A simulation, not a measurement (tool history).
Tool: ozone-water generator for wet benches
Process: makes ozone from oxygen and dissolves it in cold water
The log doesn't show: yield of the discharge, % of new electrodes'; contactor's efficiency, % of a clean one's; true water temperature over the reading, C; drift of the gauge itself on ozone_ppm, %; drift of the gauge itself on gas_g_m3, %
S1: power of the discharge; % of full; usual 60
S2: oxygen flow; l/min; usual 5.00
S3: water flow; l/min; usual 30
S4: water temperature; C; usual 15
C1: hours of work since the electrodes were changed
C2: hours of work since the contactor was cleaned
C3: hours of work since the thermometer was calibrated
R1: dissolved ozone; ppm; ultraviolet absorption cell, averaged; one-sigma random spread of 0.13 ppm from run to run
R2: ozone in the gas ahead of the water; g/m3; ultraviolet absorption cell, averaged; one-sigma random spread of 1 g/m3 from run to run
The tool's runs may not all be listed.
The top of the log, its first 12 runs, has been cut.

| run | day | S1 | S2 | S3 | S4 | C1 | C2 | C3 | R1 | R2 |
|---|---|---|---|---|---|---|---|---|---|---|
|  | 36.683 | contactor cleaned, once more |
| 13 | 38.638 | 60 | 7.69 | 30 | 15 | 2082 | 41 | 1292 | 14.4 | 133.3 |
| 14 | 40.638 | 60 | 5.00 | 30 | 15 | 2124 | 84 | 1334 | 14.2 | 169.2 |
| 15 | 43.571 | 60 | 5.00 | 30 | 15 | 2186 | 146 | 1396 | 14.1 | 168.1 |
| 16 | 47.117 | 60 | 5.00 | 30 | 15 | 2261 | 221 | 1471 | 14.2 | 169.5 |
| 17 | 50.962 | 60 | 5.00 | 30 | 15 | 2342 | 302 | 1552 | 14.2 | 169.7 |
| 18 | 54.450 | 60 | 5.00 | 30 | 15 | 2416 | 376 | 1626 | 14.0 | 168.2 |
| 19 | 57.975 | 73 | 2.96 | 30 | 15 | 2491 | 450 | 1701 | 14.5 | 258.6 |
| 20 | 61.912 | 73 | 2.96 | 30 | 15 | 2574 | 533 | 1784 | 14.6 | 253.9 |
| 21 | 65.475 | 48 | 2.96 | 30 | 19 | 2649 | 609 | 1859 | 10.5 | 195.3 |
| 22 | 68.717 | 48 | 2.96 | 30 | 19 | 2718 | 677 | 1928 | 10.9 | 194.5 |
| 23 | 70.329 | 55 | 6.48 | 29 | 14 | 2752 | 711 | 1962 | 14.0 | 134.8 |
| 24 | 72.450 | 60 | 8.43 | 30 | 15 | 2797 | 756 | 2007 | 14.2 | 125.2 |
| 25 | 75.725 | 60 | 8.43 | 30 | 15 | 2866 | 826 | 2076 | 14.3 | 124.0 |
| 26 | 78.838 | 85 | 5.11 | 26 | 19 | 2932 | 891 | 2142 | 18.9 | 207.4 |
| 27 | 82.333 | 74 | 5.00 | 34 | 15 | 3006 | 965 | 2216 | 14.0 | 189.5 |
| 28 | 86.100 | 60 | 6.10 | 30 | 8 | 3085 | 1045 | 2295 | 15.0 | 149.6 |
| 29 | 88.483 | 60 | 6.10 | 28 | 8 | 3136 | 1095 | 2346 | 15.9 | 148.0 |
| 30 | 91.162 | 60 | 3.26 | 28 | 8 | 3193 | 1152 | 2403 | 14.1 | 211.6 |
| 31 | 93.225 | 74 | 3.26 | 30 | 8 | 3236 | 1196 | 2446 | 15.4 | 240.3 |
| 32 | 96.392 | 43 | 3.26 | 39 | 21 | 3303 | 1263 | 2513 | 7.7 | 170.9 |

Predict each of these 5 candidate next runs independently; none follows another, all start after run 32:
| A | 99.242 | 44 | 5.00 | 30 | 15 | 3363 | 1323 | 2573 | ? | ? |
| B | 99.242 | 67 | 6.83 | 33 | 21 | 3363 | 1323 | 2573 | ? | ? |
| C | 99.242 | 43 | 6.04 | 39 | 13 | 3363 | 1323 | 2573 | ? | ? |
| D | 99.242 | 74 | 5.00 | 28 | 15 | 3363 | 1323 | 2573 | ? | ? |
| E | 99.242 | 43 | 5.70 | 39 | 21 | 3363 | 1323 | 2573 | ? | ? |

| run | R1 | R2 |
|---|---|---|
| A | 11.3 | 137.6 |
| B | 12.8 | 148.8 |
| C | 9.1 | 119.3 |
| D | 16.5 | 189.1 |
| E | 8.3 | 125.9 |
Take away the tool's hidden state, keep each run's random variation, and the runs would have read:
| run | R1 | R2 |
|---|---|---|
| A | 12.0 | 144.0 |
| B | 13.9 | 158.5 |
| C | 9.6 | 124.8 |
| D | 17.9 | 202.3 |
| E | 8.8 | 131.6 |
